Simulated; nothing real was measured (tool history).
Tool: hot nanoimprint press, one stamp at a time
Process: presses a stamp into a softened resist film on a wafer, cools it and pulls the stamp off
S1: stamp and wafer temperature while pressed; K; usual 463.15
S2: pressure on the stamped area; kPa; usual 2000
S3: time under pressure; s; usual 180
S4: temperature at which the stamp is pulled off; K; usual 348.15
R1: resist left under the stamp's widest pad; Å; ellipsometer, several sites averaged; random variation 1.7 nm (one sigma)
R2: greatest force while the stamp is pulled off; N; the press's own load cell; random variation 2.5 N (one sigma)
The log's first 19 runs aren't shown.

run   hour      S1    S2   S3      S4    R1   R2
 20  300.3  466.15  2220  104  352.15  2759  178
 21  319.6  466.15  2220  104  352.15  2760  183
 22  334.2  473.15  2220  250  352.15  1426  190
 23  347.2  473.15  2220  250  352.15  1419  185
 24    357  473.15  3000  282  352.15  1183  189
 25  369.3  463.15  1800  102  348.15  3258  209
 26  378.5  466.15  2000  103  348.15  2839  210
     390.3  -- stamp cleaned and given a new release coat
 27  399.2  467.15  2180  180  342.15  2145  198
 28  408.7  473.15  2000  145  352.15  1876  166
 29  418.5  463.15  2530  116  345.15  2798  189
 30  430.8  470.15  1220  146  353.15  2585  162

Forecast each of these 4 alternatives for the next run:
  A  445.6  474.15  1220  146  353.15   ?   ?
  B  445.6  463.15  2000  180  340.15   ?   ?
  C  445.6  470.15  1440  348  351.15   ?   ?
  D  445.6  470.15  1300  146  336.15   ?   ?

run    R1   R2
  A  2196  166
  B  2622  210
  C  1712  174
  D  2518  220
Without the tool's hidden state the same runs would have given:
run    R1   R2
  A  2272  162
  B  2698  204
  C  1777  170
  D  2604  213
